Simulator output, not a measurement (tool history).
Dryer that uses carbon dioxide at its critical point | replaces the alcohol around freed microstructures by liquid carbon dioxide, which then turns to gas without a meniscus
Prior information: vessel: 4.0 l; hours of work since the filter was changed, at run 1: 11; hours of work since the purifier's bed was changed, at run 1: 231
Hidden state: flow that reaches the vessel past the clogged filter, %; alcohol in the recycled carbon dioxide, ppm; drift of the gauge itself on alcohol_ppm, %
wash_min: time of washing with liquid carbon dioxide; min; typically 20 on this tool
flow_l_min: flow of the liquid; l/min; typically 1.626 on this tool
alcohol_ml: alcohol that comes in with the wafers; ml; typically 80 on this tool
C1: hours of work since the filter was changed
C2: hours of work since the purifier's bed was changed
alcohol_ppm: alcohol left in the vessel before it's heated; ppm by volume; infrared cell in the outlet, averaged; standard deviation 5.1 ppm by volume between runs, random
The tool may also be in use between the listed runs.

run 1 hour=0 | wash_min=20 flow_l_min=1.626 alcohol_ml=80 | C1=11 C2=231 | alcohol_ppm=130
run 2 hour=9.7 | wash_min=30 flow_l_min=1.626 alcohol_ml=80 | C1=18 C2=238 | alcohol_ppm=83
run 3 hour=18.3 | wash_min=12 flow_l_min=1.626 alcohol_ml=80 | C1=24 C2=244 | alcohol_ppm=684
run 4 hour=27.3 | wash_min=12 flow_l_min=2.07 alcohol_ml=80 | C1=30 C2=250 | alcohol_ppm=314
run 5 hour=41.3 | wash_min=20 flow_l_min=1.626 alcohol_ml=39 | C1=39 C2=260 | alcohol_ppm=113
run 6 hour=52.7 | wash_min=20 flow_l_min=1.626 alcohol_ml=80 | C1=47 C2=267 | alcohol_ppm=148
run 7 hour=70.3 | wash_min=20 flow_l_min=1.53 alcohol_ml=80 | C1=59 C2=279 | alcohol_ppm=182
run 8 hour=80.5 | wash_min=20 flow_l_min=1.53 alcohol_ml=80 | C1=66 C2=286 | alcohol_ppm=167
run 9 hour=97.5 | wash_min=20 flow_l_min=1.626 alcohol_ml=80 | C1=78 C2=298 | alcohol_ppm=162
run 10 hour=110.3 | wash_min=20 flow_l_min=1.626 alcohol_ml=80 | C1=87 C2=307 | alcohol_ppm=167
run 11 hour=119.2 | wash_min=20 flow_l_min=1.626 alcohol_ml=80 | C1=93 C2=313 | alcohol_ppm=163
run 12 hour=135.6 | wash_min=20 flow_l_min=1.626 alcohol_ml=80 | C1=104 C2=324 | alcohol_ppm=172
run 13 hour=150.1 | wash_min=20 flow_l_min=1.626 alcohol_ml=80 | C1=114 C2=334 | alcohol_ppm=181
run 14 hour=164.6 | wash_min=20 flow_l_min=1.626 alcohol_ml=80 | C1=124 C2=344 | alcohol_ppm=183
run 15 hour=177 | wash_min=20 flow_l_min=1.626 alcohol_ml=80 | C1=132 C2=352 | alcohol_ppm=187
run 16 hour=194.2 | wash_min=20 flow_l_min=1.626 alcohol_ml=80 | C1=144 C2=364 | alcohol_ppm=195
run 17 hour=202.9 | wash_min=20 flow_l_min=1.626 alcohol_ml=80 | C1=150 C2=370 | alcohol_ppm=201
run 18 hour=212.1 | wash_min=15 flow_l_min=1.2 alcohol_ml=27 | C1=156 C2=376 | alcohol_ppm=440
run 19 hour=225 | wash_min=15 flow_l_min=1.2 alcohol_ml=27 | C1=165 C2=385 | alcohol_ppm=429
run 20 hour=238.9 | wash_min=15 flow_l_min=1.2 alcohol_ml=27 | C1=174 C2=394 | alcohol_ppm=464
run 21 hour=251.8 | wash_min=15 flow_l_min=1.2 alcohol_ml=27 | C1=183 C2=403 | alcohol_ppm=447
run 22 hour=264.7 | wash_min=17 flow_l_min=1 alcohol_ml=30 | C1=192 C2=412 | alcohol_ppm=553
run 23 hour=278.1 | wash_min=15 flow_l_min=1.68 alcohol_ml=80 | C1=201 C2=421 | alcohol_ppm=454
run 24 hour=292.5 | wash_min=14 flow_l_min=2.17 alcohol_ml=80 | C1=211 C2=431 | alcohol_ppm=268
run 25 hour=310.6 | wash_min=22 flow_l_min=0.99 alcohol_ml=80 | C1=223 C2=443 | alcohol_ppm=685
run 26 hour=321.7 | wash_min=16 flow_l_min=2.66 alcohol_ml=80 | C1=231 C2=451 | alcohol_ppm=155
run 27 hour=338.1 | wash_min=20 flow_l_min=1.59 alcohol_ml=80 | C1=242 C2=462 | alcohol_ppm=254
run 28 hour=350.3 | wash_min=20 flow_l_min=1.33 alcohol_ml=92 | C1=250 C2=470 | alcohol_ppm=464
run 29 hour=363.9 | wash_min=20 flow_l_min=1.18 alcohol_ml=92 | C1=260 C2=480 | alcohol_ppm=647
-- hour=370.3 inlet filter changed
run 30 hour=377.6 | wash_min=20 flow_l_min=2.42 alcohol_ml=45 | C1=5 C2=488 | alcohol_ppm=146
run 31 hour=396.6 | wash_min=16 flow_l_min=1.84 alcohol_ml=66 | C1=18 C2=501 | alcohol_ppm=247
run 32 hour=413.2 | wash_min=15 flow_l_min=1.92 alcohol_ml=30 | C1=29 C2=513 | alcohol_ppm=197
run 33 hour=430.9 | wash_min=15 flow_l_min=1.92 alcohol_ml=30 | C1=41 C2=525 | alcohol_ppm=210
run 34 hour=449.6 | wash_min=15 flow_l_min=1.92 alcohol_ml=30 | C1=54 C2=537 | alcohol_ppm=207

Results per run with the tool's hidden condition removed, run-to-run variation unchanged:
run=1 alcohol_ppm=61
run=2 alcohol_ppm=14
run=3 alcohol_ppm=585
run=4 alcohol_ppm=225
run=5 alcohol_ppm=34
run=6 alcohol_ppm=62
run=7 alcohol_ppm=85
run=8 alcohol_ppm=68
run=9 alcohol_ppm=61
run=10 alcohol_ppm=61
run=11 alcohol_ppm=51
run=12 alcohol_ppm=58
run=13 alcohol_ppm=63
run=14 alcohol_ppm=60
run=15 alcohol_ppm=59
run=16 alcohol_ppm=61
run=17 alcohol_ppm=62
run=18 alcohol_ppm=262
run=19 alcohol_ppm=244
run=20 alcohol_ppm=265
run=21 alcohol_ppm=245
run=22 alcohol_ppm=327
run=23 alcohol_ppm=214
run=24 alcohol_ppm=81
run=25 alcohol_ppm=367
run=26 alcohol_ppm=15
run=27 alcohol_ppm=61
run=28 alcohol_ppm=187
run=29 alcohol_ppm=298
run=30 alcohol_ppm=1
run=31 alcohol_ppm=93
run=32 alcohol_ppm=41
run=33 alcohol_ppm=52
run=34 alcohol_ppm=48
